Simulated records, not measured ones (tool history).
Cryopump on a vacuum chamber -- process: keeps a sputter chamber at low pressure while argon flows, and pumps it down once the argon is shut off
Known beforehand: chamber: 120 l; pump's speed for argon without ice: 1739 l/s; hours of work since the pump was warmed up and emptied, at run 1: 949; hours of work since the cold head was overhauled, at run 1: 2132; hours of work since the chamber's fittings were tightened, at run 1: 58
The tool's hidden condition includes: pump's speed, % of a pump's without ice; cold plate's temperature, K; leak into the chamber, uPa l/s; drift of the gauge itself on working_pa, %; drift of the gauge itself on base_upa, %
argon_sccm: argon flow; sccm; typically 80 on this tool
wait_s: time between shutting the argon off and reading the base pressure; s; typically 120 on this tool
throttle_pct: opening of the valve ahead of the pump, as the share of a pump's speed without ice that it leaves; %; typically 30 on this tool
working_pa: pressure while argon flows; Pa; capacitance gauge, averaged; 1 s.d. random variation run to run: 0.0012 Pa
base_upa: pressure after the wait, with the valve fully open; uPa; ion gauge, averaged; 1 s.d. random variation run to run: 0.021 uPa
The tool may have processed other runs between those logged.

run,hour,argon_sccm,wait_s,throttle_pct,hours of work since the pump was warmed up and emptied,hours of work since the cold head was overhauled,hours of work since the chamber's fittings were tightened,working_pa,base_upa
1,0.0,80,120,30,949,2132,58,0.2835,0.50
2,68.7,80,68,30,1003,2186,112,0.2847,0.70
3,137.9,80,68,30,1058,2241,167,0.2874,0.80
4,188.8,80,68,30,1098,2282,207,0.2910,0.81
5,235.4,80,68,30,1135,2318,244,0.2913,0.85
# hour 284.6: pump warmed up, emptied and cooled again
6,316.9,80,68,30,26,2379,305,0.2620,0.76
7,354.0,80,68,30,55,2408,334,0.2603,0.77
8,422.3,80,68,30,109,2462,388,0.2654,0.82
9,465.8,80,231,30,143,2497,423,0.2639,0.52
10,529.9,80,231,30,194,2548,473,0.2663,0.59
11,599.5,80,231,30,249,2603,528,0.2641,0.64
12,656.1,80,120,19,294,2647,573,0.4166,0.79
13,691.5,80,120,33,322,2675,601,0.2434,0.77
14,769.4,80,120,30,384,2737,663,0.2687,0.83
15,810.0,80,120,30,416,2769,695,0.2685,0.90
16,877.0,80,120,30,469,2822,748,0.2686,0.93
17,948.9,80,120,56,526,2879,805,0.1520,1.02
18,1004.6,159,128,20,570,2923,849,0.8016,0.99
19,1056.8,92,215,55,611,2965,890,0.1801,0.99
20,1105.8,48,58,55,650,3003,929,0.0951,1.35
21,1148.9,48,58,55,684,3037,963,0.0946,1.33
22,1218.2,35,58,55,739,3092,1018,0.0692,1.42
23,1286.0,72,171,35,793,3146,1072,0.2200,1.18
24,1340.7,72,171,35,836,3189,1115,0.2184,1.25
25,1376.0,80,58,49,864,3217,1143,0.1818,1.54
26,1417.9,80,58,49,897,3250,1176,0.1828,1.61
27,1469.9,42,82,16,938,3291,1217,0.2665,1.45
28,1522.2,80,93,30,980,3333,1259,0.2879,1.49
29,1568.3,38,185,36,1016,3369,1295,0.1148,1.41
30,1649.1,38,185,36,1080,3433,1359,0.1177,1.49
31,1727.8,61,185,57,1142,3496,1421,0.1300,1.55
# hour 1763.1: pump warmed up, emptied and cooled again
32,1798.0,61,185,57,28,3547,1473,0.1054,1.23
33,1870.9,87,185,57,85,3605,1531,0.1537,1.24

Forecast each of these 4 alternatives for the next run:
A,1920.2,39,57,30,124,3644,1570,?,?
B,1920.2,80,120,18,124,3644,1570,?,?
C,1920.2,80,107,48,124,3644,1570,?,?
D,1920.2,102,45,57,124,3644,1570,?,?

run,working_pa,base_upa
A,0.1300,1.61
B,0.4340,1.40
C,0.1670,1.39
D,0.1800,1.70
The same runs, with their run-to-run variation unchanged, on a tool lacking any hidden condition would have given:
run,working_pa,base_upa
A,0.1278,0.65
B,0.4295,0.43
C,0.1625,0.42
D,0.1742,0.75
